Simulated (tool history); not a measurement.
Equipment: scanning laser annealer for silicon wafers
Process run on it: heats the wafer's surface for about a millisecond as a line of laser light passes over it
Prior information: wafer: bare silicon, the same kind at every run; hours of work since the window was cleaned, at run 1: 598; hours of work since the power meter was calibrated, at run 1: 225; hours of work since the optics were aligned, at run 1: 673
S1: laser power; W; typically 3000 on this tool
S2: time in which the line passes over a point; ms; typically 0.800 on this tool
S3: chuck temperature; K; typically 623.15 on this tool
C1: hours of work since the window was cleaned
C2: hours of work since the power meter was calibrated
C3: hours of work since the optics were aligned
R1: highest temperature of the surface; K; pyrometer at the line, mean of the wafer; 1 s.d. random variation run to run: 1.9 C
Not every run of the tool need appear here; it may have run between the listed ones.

run    hour    S1     S2      S3   C1   C2    C3       R1
  1     0.0  3000  0.800  623.15  598  225   673  1437.15
  2    34.7  3000  0.800  623.15  613  240   688  1441.15
  3    74.3  3000  0.800  623.15  630  257   706  1437.15
  4    97.2  3000  0.800  623.15  640  267   716  1436.15
  5   120.0  3000  0.800  623.15  650  277   726  1434.15
  6   148.6  3000  0.800  623.15  662  289   738  1433.15
  7   167.0  3000  0.970  623.15  670  297   746  1505.15
  8   202.5  3000  0.970  623.15  686  313   762  1501.15
  9   234.0  3000  0.970  623.15  699  326   775  1504.15
 10   260.6  3000  0.970  623.15  711  338   787  1502.15
 11   293.2  3000  0.970  623.15  725  352   801  1504.15
 12   322.5  3000  0.970  623.15  738  365   814  1502.15
 13   359.1  3000  0.970  623.15  754  381   830  1503.15
 14   377.6  2577  0.800  623.15  762  389   838  1326.15
 15   411.1  2577  0.800  623.15  777  404   852  1323.15
 16   440.2  2577  0.800  605.15  789  416   865  1304.15
 17   470.4  2577  0.800  605.15  802  429   878  1301.15
 18   509.1  3000  0.598  623.15  819  446   895  1333.15
 19   529.0  3000  0.598  623.15  828  455   904  1334.15
 20   559.4  3000  0.973  623.15  841  468   917  1496.15
 21   588.9  2720  0.851  623.15  854  481   930  1377.15
 22   618.3  3000  0.994  623.15  867  494   943  1508.15
 23   640.3  3000  0.994  623.15  876  503   952  1507.15
 24   659.0  3000  0.800  605.15  884  511   960  1406.15
 25   676.5  2609  0.800  605.15  892  519   968  1307.15
 26   697.5  2609  0.800  605.15  901  528   977  1306.15
      719.6  -- window over the wafer cleaned
 27   734.1  2609  0.830  605.15    6  543   992  1350.15
 28   765.5  2609  0.937  628.15   20  557  1006  1408.15
 29   800.5  2930  0.693  623.15   35  572  1021  1386.15
 30   840.6  2930  0.693  623.15   53  590  1038  1388.15
 31   875.4  2851  0.674  600.15   68  605  1054  1332.15
 32   893.2  2851  0.674  600.15   76  613  1061  1338.15
 33   921.5  3000  0.651  592.15   88  625  1074  1351.15
 34   940.5  2848  0.961  592.15   96  633  1082  1445.15
 35   962.6  2986  0.800  623.15  106  643  1092  1448.15
 36   996.2  2986  0.800  623.15  120  657  1106  1446.15
 37  1034.5  2986  0.848  648.15  137  674  1123  1492.15
 38  1072.8  2639  0.624  639.15  154  691  1140  1299.15
 39  1105.0  3000  0.843  634.15  168  705  1154  1479.15
 40  1130.7  3000  0.843  634.15  179  716  1165  1476.15

Run by run, hidden condition taken away, random variation retained:
The tool's hidden condition here consists of: light that passes the window, % of a clean one's; laser's true power over the reading, %; width of the line over the set one, %; drift of the gauge itself on peak_c, C.
run       R1
  1  1467.15
  2  1472.15
  3  1469.15
  4  1468.15
  5  1466.15
  6  1466.15
  7  1541.15
  8  1538.15
  9  1542.15
 10  1540.15
 11  1543.15
 12  1541.15
 13  1543.15
 14  1358.15
 15  1355.15
 16  1337.15
 17  1334.15
 18  1368.15
 19  1368.15
 20  1540.15
 21  1415.15
 22  1553.15
 23  1553.15
 24  1448.15
 25  1344.15
 26  1343.15
 27  1361.15
 28  1421.15
 29  1399.15
 30  1401.15
 31  1346.15
 32  1352.15
 33  1366.15
 34  1462.15
 35  1465.15
 36  1463.15
 37  1511.15
 38  1314.15
 39  1499.15
 40  1496.15

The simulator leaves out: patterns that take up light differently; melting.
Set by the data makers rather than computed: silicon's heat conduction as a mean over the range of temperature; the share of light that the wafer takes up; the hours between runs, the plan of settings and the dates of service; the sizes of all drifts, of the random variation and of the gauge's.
